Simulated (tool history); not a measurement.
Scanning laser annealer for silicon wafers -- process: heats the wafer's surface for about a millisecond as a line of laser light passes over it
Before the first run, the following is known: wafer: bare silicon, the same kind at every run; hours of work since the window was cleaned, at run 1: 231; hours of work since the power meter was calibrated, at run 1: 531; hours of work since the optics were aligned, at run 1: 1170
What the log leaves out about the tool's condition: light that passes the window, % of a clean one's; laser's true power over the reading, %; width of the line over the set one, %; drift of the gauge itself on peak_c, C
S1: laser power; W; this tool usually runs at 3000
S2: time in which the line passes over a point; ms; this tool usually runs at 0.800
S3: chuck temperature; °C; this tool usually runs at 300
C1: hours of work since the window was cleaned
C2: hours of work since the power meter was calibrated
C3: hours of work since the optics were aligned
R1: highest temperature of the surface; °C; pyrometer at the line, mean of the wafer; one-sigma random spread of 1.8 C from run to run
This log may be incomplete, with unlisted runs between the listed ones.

run	hour	S1	S2	S3	C1	C2	C3	R1
1	0.0	3000	0.800	300	231	531	1170	1033
2	26.4	3000	0.800	300	248	548	1186	1033
3	53.4	3000	0.800	300	265	565	1203	1034
4	70.4	3000	0.800	284	276	575	1214	1013
5	91.5	3116	0.800	300	289	589	1227	1063
6	108.1	3116	0.800	300	299	599	1237	1068
7	119.7	3116	0.800	300	307	606	1245	1064
8	135.7	3255	0.800	300	317	616	1255	1108
9	152.4	3255	0.754	268	327	627	1265	1056
10	176.3	3255	0.754	268	342	642	1280	1050

Run 11 has not been measured yet. What should we expect?
11	200.5	3255	0.754	268	357	657	1295	?

R1: 1046 °C
If the tool had no hidden condition, the same run with the same run-to-run variation would have returned R1 1096 °C.
